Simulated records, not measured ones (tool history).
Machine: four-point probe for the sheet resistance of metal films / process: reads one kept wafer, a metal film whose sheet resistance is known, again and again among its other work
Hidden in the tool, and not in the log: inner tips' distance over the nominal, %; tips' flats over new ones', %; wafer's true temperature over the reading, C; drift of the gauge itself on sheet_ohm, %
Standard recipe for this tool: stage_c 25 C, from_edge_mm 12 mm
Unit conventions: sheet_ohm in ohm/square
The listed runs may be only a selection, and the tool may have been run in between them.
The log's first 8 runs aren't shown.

run,hour,stage_c,from_edge_mm,touches since the probe head was changed,hours of work since the stage's thermometer was calibrated,sheet_ohm
9,443.3,18,12,4741,2078,9.512071
10,493.1,25,20,6213,2112,9.513228
11,558.5,19,12,8149,2158,9.510348
12,622.6,19,12,10047,2203,9.504791
13,698,21,12,12275,2255,9.501898
14,741.6,21,12,13565,2286,9.499959
15,782.5,21,12,14777,2314,9.497686
16,844.4,21,12,16606,2357,9.495684
# hour 885.8: stage's thermometer calibrated
17,887.6,19,12,17871,1,9.478672
18,970.6,19,12,20326,59,9.474358
19,1015.3,25,20,21650,90,9.473618
20,1051.5,25,20,22720,115,9.475177
21,1124.7,25,14,24886,166,9.471443
22,1205.9,20,15,27288,223,9.458144
23,1241,32,4,28327,248,9.552549
24,1284,26,57,29597,277,9.456555
25,1345.9,26,57,31429,321,9.451881
26,1422.3,23,19,33690,374,9.449282
27,1479.2,20,5,35373,414,9.488773

What will run 28 give?
28,1533.1,20,5,36967,451,?

sheet_ohm: 9.482974 ohm/square
On a tool with no hidden condition, and with the same random variation, this run would have come out at sheet_ohm 9.560499 ohm/square.
